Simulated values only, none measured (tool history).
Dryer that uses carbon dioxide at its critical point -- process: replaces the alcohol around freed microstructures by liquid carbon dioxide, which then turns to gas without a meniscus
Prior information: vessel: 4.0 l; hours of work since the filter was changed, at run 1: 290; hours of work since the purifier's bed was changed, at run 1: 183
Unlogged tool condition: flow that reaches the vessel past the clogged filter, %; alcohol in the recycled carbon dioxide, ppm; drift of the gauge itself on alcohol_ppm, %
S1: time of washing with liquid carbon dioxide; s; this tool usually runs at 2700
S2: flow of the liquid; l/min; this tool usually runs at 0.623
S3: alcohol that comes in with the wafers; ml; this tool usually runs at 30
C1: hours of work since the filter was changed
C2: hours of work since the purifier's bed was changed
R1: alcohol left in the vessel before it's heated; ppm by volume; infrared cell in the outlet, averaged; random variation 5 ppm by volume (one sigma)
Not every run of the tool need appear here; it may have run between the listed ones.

run 1 hour=0 | S1=2700 S2=0.623 S3=30 | C1=290 C2=183 | R1=80
run 2 hour=9.4 | S1=2700 S2=0.623 S3=30 | C1=296 C2=188 | R1=83
-- hour=17.8 inlet filter changed
run 3 hour=30.5 | S1=3240 S2=0.623 S3=30 | C1=8 C2=201 | R1=34
run 4 hour=51.8 | S1=3240 S2=0.623 S3=30 | C1=21 C2=214 | R1=36
run 5 hour=65.9 | S1=2700 S2=0.623 S3=30 | C1=29 C2=222 | R1=61
run 6 hour=83.9 | S1=2700 S2=0.623 S3=32 | C1=40 C2=233 | R1=57
run 7 hour=95.1 | S1=2700 S2=0.623 S3=30 | C1=47 C2=240 | R1=61
run 8 hour=115.5 | S1=2700 S2=0.623 S3=30 | C1=60 C2=253 | R1=72
run 9 hour=136.1 | S1=1980 S2=0.623 S3=30 | C1=72 C2=265 | R1=152
run 10 hour=147.4 | S1=3600 S2=0.623 S3=30 | C1=79 C2=272 | R1=57
run 11 hour=166.8 | S1=2700 S2=0.623 S3=30 | C1=91 C2=284 | R1=75
run 12 hour=182.5 | S1=3000 S2=0.93 S3=76 | C1=101 C2=294 | R1=56
run 13 hour=202.2 | S1=2580 S2=0.407 S3=30 | C1=113 C2=306 | R1=285
run 14 hour=211.8 | S1=2100 S2=0.955 S3=107 | C1=119 C2=312 | R1=88
run 15 hour=224.1 | S1=4260 S2=0.635 S3=38 | C1=126 C2=319 | R1=49
run 16 hour=240.8 | S1=4260 S2=0.635 S3=38 | C1=137 C2=329 | R1=51

Run 17, settings as shown, results not yet in. Your forecast:
run 17 hour=262.1 | S1=3180 S2=0.486 S3=31 | C1=150 C2=342 | R1=?

Run 17 yielded R1 110 ppm by volume.
On a tool with no hidden condition, and with the same random variation, this run would have come out at R1 44 ppm by volume.

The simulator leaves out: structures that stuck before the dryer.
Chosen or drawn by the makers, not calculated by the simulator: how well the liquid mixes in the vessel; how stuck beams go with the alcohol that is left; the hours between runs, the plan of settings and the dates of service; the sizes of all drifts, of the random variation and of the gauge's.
